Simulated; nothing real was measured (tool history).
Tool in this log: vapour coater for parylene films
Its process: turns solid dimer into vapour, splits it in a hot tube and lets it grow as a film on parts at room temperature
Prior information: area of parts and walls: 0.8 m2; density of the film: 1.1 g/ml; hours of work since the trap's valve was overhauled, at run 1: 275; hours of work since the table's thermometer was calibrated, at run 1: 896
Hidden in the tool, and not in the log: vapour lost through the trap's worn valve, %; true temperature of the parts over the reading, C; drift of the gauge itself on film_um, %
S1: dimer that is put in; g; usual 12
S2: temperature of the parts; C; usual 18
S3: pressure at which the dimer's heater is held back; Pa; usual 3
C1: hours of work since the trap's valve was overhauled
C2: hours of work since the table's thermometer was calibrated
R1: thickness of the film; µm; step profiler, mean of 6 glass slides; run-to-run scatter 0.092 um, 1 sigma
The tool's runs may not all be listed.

run	day	S1	S2	S3	C1	C2	R1
1	0	12	18	3	275	896	10.27
2	0.75	12	18	3	290	912	10.2
3	1.867	12	18	3	314	935	10.21
# day 2.362: trap's valve overhauled
4	2.929	12	18	3	12	954	10.94
5	4.504	12	18	3	45	988	10.98
6	5.225	12	18	3	61	1003	10.83
7	6.733	12	18	3	93	1035	10.75
8	7.867	12	18	3	117	1059	10.75
9	9.367	22	18	3	149	1091	19.47
10	10.9	22	18	3	181	1123	19.3
# day 11.021: table's thermometer calibrated
11	11.862	22	18	3	201	18	19.01
12	13.4	14	18	3	233	50	11.9
13	14.858	14	18	3	264	81	11.82
14	15.7	12	18	3	282	99	10.18
# day 16.346: table's thermometer calibrated, once more
15	17.204	12	18	3	313	18	10.27
# day 17.812: trap's valve overhauled
16	18.846	12	18	3	22	49	11.09
17	20.096	12	18	3	48	76	10.95
18	21.383	12	18	3	76	103	10.96
19	22.871	9	18	3	107	135	8.18
20	24.575	12	19	5.97	143	171	8.73
21	25.908	21	15	3.41	172	199	20.26
22	27.675	10	15	2.05	209	237	10.5
23	29.275	10	15	2.05	243	271	10.27
24	30.675	10	15	2.05	273	300	10.21
25	31.596	13	21	2.05	292	320	10.86
26	32.662	12	22	4.01	315	342	7.99
# day 33.125: trap's valve overhauled
27	34.262	16	25	6.16	24	373	9.35
28	35.025	12	13	6.16	40	389	11.34
29	36.65	15	18	8.68	75	423	10.56
30	38.117	12	18	6.8	106	454	8.94
31	38.879	13	24	5.96	122	471	7.83
32	40.462	6	15	5.96	156	504	5.13
33	41.525	6	15	5.96	178	527	4.98
34	42.879	6	21	5.96	207	556	3.82

Consider 3 possible next runs. They are alternatives, not a sequence: every one starts from the tool as it was left by run 34. What does each give?
A	44.458	5	23	6.14	240	589	?
B	44.458	8	18	4.18	240	589	?
C	44.458	7	28	5.96	240	589	?

run	R1
A	2.93
B	6.36
C	3.42
Without the tool's hidden state the same runs would have given:
run	R1
A	3.2
B	6.93
C	3.73
